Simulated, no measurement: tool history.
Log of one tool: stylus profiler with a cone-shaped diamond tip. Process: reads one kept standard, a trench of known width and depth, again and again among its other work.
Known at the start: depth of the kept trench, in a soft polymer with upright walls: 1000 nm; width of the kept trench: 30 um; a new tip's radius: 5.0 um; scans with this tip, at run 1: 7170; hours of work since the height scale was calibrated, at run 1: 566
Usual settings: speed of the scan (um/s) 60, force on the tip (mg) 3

run   hour  speed of the scan (um/s)  force on the tip (mg)  scans with this tip  hours of work since the height scale was calibrated  depth of the trench (angstrom)  width of the trench's floor (nm)
  1      0                        60                      3                 7170                                                  566                           10114                             23030
  2   21.4                        60                   2.58                 7386                                                  583                         10104.6                             22940
  3   47.8                        60                   2.58                 7654                                                  605                         10103.1                             23010
  4   81.7                        60                   5.16                 7996                                                  632                           10168                             22950
  5  115.5                        60                   5.16                 8338                                                  659                         10165.7                             22950
  6  132.5                        60                   5.16                 8510                                                  672                           10168                             22900
  7  163.5                       118                      3                 8824                                                  697                         10111.6                             22730
  8  195.9                       118                      3                 9151                                                  723                         10115.6                             22670
  9  232.2                        60                   2.17                 9519                                                  752                         10085.3                             22740
 10  264.7                        40                   2.17                 9847                                                  778                         10085.4                             22820
 11  288.8                        40                   2.17                10091                                                  797                         10088.7                             22760
 12  312.4                        21                   1.98                10329                                                  816                           10080                             22820
 13  337.4                        21                   1.98                10582                                                  836                           10081                             22810
     340.9  -- height scale calibrated on a step standard
 14  371.1                       109                   1.98                10918                                                   24                         10076.6                             22520
 15  400.9                        17                   7.71                11219                                                   48                         10215.3                             22810
 16  428.4                        60                   2.74                11497                                                   70                         10097.5                             22640
 17  453.9                        60                   2.74                11755                                                   90                         10102.7                             22550
 18  484.6                        60                   2.74                12066                                                  115                         10099.4                             22560
 19  503.9                       177                    8.5                12261                                                  130                         10226.2                             22460
     527.2  -- height scale calibrated on a step standard, once more
 20  530.1                       177                    8.5                12521                                                    2                         10252.8                             22400
 21  551.5                       132                   7.82                12737                                                   19                         10243.1                             22440

Forecast each of these 4 alternatives for the next run:
  A  586.8                        47                   1.46                13094                                                   48                               ?                                 ?
  B  586.8                        56                   1.35                13094                                                   48                               ?                                 ?
  C  586.8                        62                      3                13094                                                   48                               ?                                 ?
  D  586.8                       132                   3.87                13094                                                   48                               ?                                 ?

run  depth of the trench (angstrom)  width of the trench's floor (nm)
  A                         10083.2                             22430
  B                         10076.9                             22420
  C                         10133.2                             22490
  D                         10153.5                             22330
Without the tool's hidden state the same runs would have given:
run  depth of the trench (angstrom)  width of the trench's floor (nm)
  A                         10075.1                             23780
  B                         10068.8                             23770
  C                         10125.1                             23840
  D                         10145.4                             23680
